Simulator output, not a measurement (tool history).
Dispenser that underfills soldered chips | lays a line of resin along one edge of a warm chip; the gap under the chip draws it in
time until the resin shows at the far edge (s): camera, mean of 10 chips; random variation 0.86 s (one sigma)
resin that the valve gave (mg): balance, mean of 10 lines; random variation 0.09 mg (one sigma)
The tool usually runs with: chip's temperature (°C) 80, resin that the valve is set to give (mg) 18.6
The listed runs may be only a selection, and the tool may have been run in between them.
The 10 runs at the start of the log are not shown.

| run | day | chip's temperature (°C) | resin that the valve is set to give (mg) | hours of work since the syringe was changed | hours of work since the valve was cleaned | hours of work since the stage was calibrated | time until the resin shows at the far edge (s) | resin that the valve gave (mg) |
|---|---|---|---|---|---|---|---|---|
| 11 | 1.212 | 80 | 18.6 | 9 | 43 | 36 | 160.3 | 18.18 |
|  | 1.308 | new syringe of resin |
| 12 | 1.375 | 80 | 18.6 | 1 | 45 | 38 | 87.8 | 18.16 |
| 13 | 1.454 | 80 | 18.6 | 2 | 47 | 40 | 97.8 | 18.1 |
| 14 | 1.558 | 85 | 18.6 | 4 | 48 | 41 | 90.5 | 18.13 |
| 15 | 1.646 | 85 | 18.6 | 6 | 50 | 43 | 100.8 | 17.93 |
| 16 | 1.796 | 85 | 19.4 | 8 | 52 | 45 | 124.2 | 18.86 |
| 17 | 1.892 | 80 | 18.6 | 10 | 54 | 47 | 169.5 | 18.11 |
|  | 1.971 | new syringe of resin |
| 18 | 2.017 | 80 | 21.3 | 1 | 55 | 49 | 84.3 | 20.56 |
| 19 | 2.204 | 66 | 15.8 | 4 | 59 | 52 | 207.4 | 15.3 |
| 20 | 2.354 | 66 | 15.8 | 6 | 61 | 54 | 245.5 | 15.35 |
| 21 | 2.483 | 92 | 20.1 | 8 | 63 | 56 | 96.3 | 19.38 |
| 22 | 2.6 | 92 | 20.1 | 10 | 65 | 58 | 108.1 | 19.42 |
|  | 2.629 | new syringe of resin |
| 23 | 2.788 | 73 | 22.8 | 3 | 68 | 61 | 132.4 | 22 |
| 24 | 2.967 | 73 | 22.8 | 6 | 71 | 64 | 161.2 | 22.01 |
| 25 | 3.096 | 85 | 22.8 | 8 | 73 | 66 | 115.6 | 22.21 |
|  | 3.283 | new syringe of resin |
| 26 | 3.288 | 76 | 19.7 | 0 | 76 | 69 | 93.2 | 19.03 |
| 27 | 3.446 | 90 | 22.2 | 3 | 78 | 72 | 65.8 | 21.15 |
| 28 | 3.55 | 90 | 22.2 | 4 | 80 | 73 | 74.7 | 21.15 |
| 29 | 3.683 | 92 | 21.3 | 7 | 82 | 75 | 81 | 20.28 |
| 30 | 3.775 | 84 | 18.3 | 8 | 84 | 77 | 125.3 | 17.5 |

What will run 31 give?
|  | 3.933 | new syringe of resin |
| 31 | 3.938 | 72 | 23.2 | 0 | 86 | 79 | ? | ? |

{"run 31": {"time until the resin shows at the far edge (s)": 108.3, "resin that the valve gave (mg)": 22}}
Had the tool carried no hidden state, the very same run would have given time until the resin shows at the far edge (s) 109.7, resin that the valve gave (mg) 23.03.
